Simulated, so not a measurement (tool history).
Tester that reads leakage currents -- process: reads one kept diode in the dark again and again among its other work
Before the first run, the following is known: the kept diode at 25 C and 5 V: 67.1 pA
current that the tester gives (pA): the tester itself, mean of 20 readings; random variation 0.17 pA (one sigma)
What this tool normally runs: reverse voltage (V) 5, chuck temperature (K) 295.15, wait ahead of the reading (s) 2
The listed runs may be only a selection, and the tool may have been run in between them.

run   hour  reverse voltage (V)  chuck temperature (K)  wait ahead of the reading (s)  current that the tester gives (pA)
  1      0                    5                 295.15                              2                               54.37
  2   37.1                    5                 307.15                              2                              127.99
  3   69.9                 2.48                 307.15                              2                               88.03
  4  104.6                 2.48                 307.15                              2                                87.9
  5  144.3                 2.48                 307.15                              2                               88.71
  6  174.6                 4.83                 307.15                              2                              124.47
  7  216.1                 4.83                 305.15                              2                              109.38
  8  244.2                 3.55                 309.15                              2                              121.61
     261.9  -- chuck's temperature calibrated
  9  271.7                 4.02                 316.15                           0.62                              208.07
     301.1  -- probe card cleaned and baked
 10    305                 7.26                 320.15                            2.6                              366.22
 11  334.9                 1.73                 297.15                           0.82                               36.15
 12  353.1                 1.73                 325.15                           1.92                              236.24
 13  378.1                 7.04                 312.15                           1.46                              215.35

Forecast run 14:
 14   400                    5                 325.15                              2                                   ?

{"run 14": {"current that the tester gives (pA)": 414.2}}
On a tool with no hidden condition, and with the same random variation, this run would have come out at current that the tester gives (pA) 414.17.
